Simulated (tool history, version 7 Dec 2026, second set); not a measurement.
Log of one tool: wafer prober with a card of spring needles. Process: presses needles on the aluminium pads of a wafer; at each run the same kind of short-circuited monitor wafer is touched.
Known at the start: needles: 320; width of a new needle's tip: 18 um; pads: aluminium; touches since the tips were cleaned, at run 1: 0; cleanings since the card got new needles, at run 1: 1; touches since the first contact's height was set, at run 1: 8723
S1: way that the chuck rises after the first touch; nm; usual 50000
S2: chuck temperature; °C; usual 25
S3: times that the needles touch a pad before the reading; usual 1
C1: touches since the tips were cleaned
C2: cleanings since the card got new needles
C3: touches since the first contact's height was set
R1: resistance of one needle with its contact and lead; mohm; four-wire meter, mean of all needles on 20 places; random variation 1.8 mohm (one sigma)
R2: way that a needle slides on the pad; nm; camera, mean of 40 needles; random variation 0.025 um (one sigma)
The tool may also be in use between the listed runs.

run 1 day=0 | S1=50000 S2=25 S3=1 | C1=0 C2=1 C3=8723 | R1=205 R2=10260
run 2 day=0.188 | S1=39000 S2=25 S3=1 | C1=1146 C2=1 C3=9869 | R1=300 R2=8040
run 3 day=0.471 | S1=39000 S2=25 S3=1 | C1=2900 C2=1 C3=11623 | R1=363 R2=8000
run 4 day=0.854 | S1=39000 S2=25 S3=1 | C1=5253 C2=1 C3=13976 | R1=406 R2=8010
run 5 day=1.083 | S1=39000 S2=25 S3=1 | C1=6678 C2=1 C3=15401 | R1=415 R2=8000
run 6 day=1.275 | S1=50000 S2=99 S3=1 | C1=7843 C2=1 C3=16566 | R1=330 R2=10210
-- day=1.35 tips cleaned on abrasive film
run 7 day=1.571 | S1=50000 S2=99 S3=2 | C1=1371 C2=2 C3=18382 | R1=245 R2=10220
run 8 day=1.942 | S1=50000 S2=99 S3=2 | C1=3653 C2=2 C3=20664 | R1=269 R2=10200
run 9 day=2.212 | S1=50000 S2=96 S3=1 | C1=5303 C2=2 C3=22314 | R1=327 R2=10260
run 10 day=2.458 | S1=31000 S2=96 S3=1 | C1=6829 C2=2 C3=23840 | R1=517 R2=6330
run 11 day=2.646 | S1=31000 S2=96 S3=1 | C1=7981 C2=2 C3=24992 | R1=527 R2=6330
-- day=2.675 height of the first contact set anew
-- day=2.704 tips cleaned on abrasive film
run 12 day=2.996 | S1=50000 S2=25 S3=2 | C1=1788 C2=3 C3=1930 | R1=236 R2=10150
run 13 day=3.229 | S1=50000 S2=25 S3=2 | C1=3239 C2=3 C3=3381 | R1=259 R2=10160
-- day=3.329 height of the first contact set anew, once more
run 14 day=3.504 | S1=50000 S2=25 S3=2 | C1=4857 C2=3 C3=1074 | R1=268 R2=10300
run 15 day=3.842 | S1=31000 S2=25 S3=1 | C1=6932 C2=3 C3=3149 | R1=538 R2=6370
-- day=4.079 tips cleaned on abrasive film
run 16 day=4.096 | S1=31000 S2=25 S3=1 | C1=88 C2=4 C3=4675 | R1=242 R2=6360
run 17 day=4.342 | S1=50000 S2=25 S3=1 | C1=1616 C2=4 C3=6203 | R1=264 R2=10270
run 18 day=4.688 | S1=31000 S2=25 S3=2 | C1=3735 C2=4 C3=8322 | R1=370 R2=6360
run 19 day=4.879 | S1=31000 S2=25 S3=1 | C1=4937 C2=4 C3=9524 | R1=511 R2=6390
run 20 day=5.088 | S1=50000 S2=30 S3=1 | C1=6219 C2=4 C3=10806 | R1=323 R2=10260
run 21 day=5.267 | S1=50000 S2=30 S3=1 | C1=7300 C2=4 C3=11887 | R1=334 R2=10270
-- day=5.425 tips cleaned on abrasive film
run 22 day=5.454 | S1=50000 S2=30 S3=1 | C1=170 C2=5 C3=13017 | R1=204 R2=10270
run 23 day=5.762 | S1=50000 S2=48 S3=1 | C1=2090 C2=5 C3=14937 | R1=282 R2=10200
run 24 day=5.942 | S1=33000 S2=76 S3=3 | C1=3195 C2=5 C3=16042 | R1=288 R2=6740
run 25 day=6.117 | S1=41000 S2=33 S3=2 | C1=4264 C2=5 C3=17111 | R1=299 R2=8400
run 26 day=6.483 | S1=66000 S2=71 S3=1 | C1=6521 C2=5 C3=19368 | R1=272 R2=13550
run 27 day=6.692 | S1=43000 S2=26 S3=1 | C1=7801 C2=5 C3=20648 | R1=386 R2=8790
-- day=6.767 tips cleaned on abrasive film
run 28 day=6.888 | S1=43000 S2=26 S3=1 | C1=734 C2=6 C3=21824 | R1=258 R2=8810
run 29 day=7.179 | S1=65000 S2=27 S3=3 | C1=2530 C2=6 C3=23620 | R1=211 R2=13260
run 30 day=7.396 | S1=49000 S2=105 S3=1 | C1=3864 C2=6 C3=24954 | R1=321 R2=9980
run 31 day=7.775 | S1=41000 S2=75 S3=3 | C1=6211 C2=6 C3=27301 | R1=272 R2=8390
run 32 day=7.938 | S1=46000 S2=75 S3=2 | C1=7195 C2=6 C3=28285 | R1=295 R2=9440
-- day=8.121 tips cleaned on abrasive film
run 33 day=8.204 | S1=51000 S2=25 S3=1 | C1=508 C2=7 C3=29906 | R1=222 R2=10430
run 34 day=8.488 | S1=38000 S2=37 S3=3 | C1=2255 C2=7 C3=31653 | R1=251 R2=7710

Measured less the same run without the tool's hidden state. The same run-to-run variation is in both; the gauge's scatter may not be:
The hidden state here: debris on the tips, nm; way that the needles fall short of the set height, um; tips' diameter, um; drift of the gauge itself on contact_mohm, %; drift of the gauge itself on scrub_um, %.
run=1 R1=+18 R2=-20
run=2 R1=+105 R2=-30
run=3 R1=+172 R2=-20
run=4 R1=+213 R2=-20
run=5 R1=+222 R2=-20
run=6 R1=+128 R2=-30
run=7 R1=+38 R2=-50
run=8 R1=+65 R2=-50
run=9 R1=+121 R2=-50
run=10 R1=+305 R2=-60
run=11 R1=+315 R2=-50
run=12 R1=+49 R2=-80
run=13 R1=+69 R2=-80
run=14 R1=+78 R2=+0
run=15 R1=+340 R2=+0
run=16 R1=+44 R2=-20
run=17 R1=+78 R2=-20
run=18 R1=+174 R2=-10
run=19 R1=+316 R2=-20
run=20 R1=+138 R2=-20
run=21 R1=+144 R2=-20
run=22 R1=+17 R2=-40
run=23 R1=+87 R2=-40
run=24 R1=+80 R2=-40
run=25 R1=+107 R2=-40
run=26 R1=+80 R2=-40
run=27 R1=+194 R2=-40
run=28 R1=+64 R2=-70
run=29 R1=+23 R2=-70
run=30 R1=+113 R2=-70
run=31 R1=+68 R2=-70
run=32 R1=+94 R2=-60
run=33 R1=+34 R2=-90
run=34 R1=+56 R2=-90
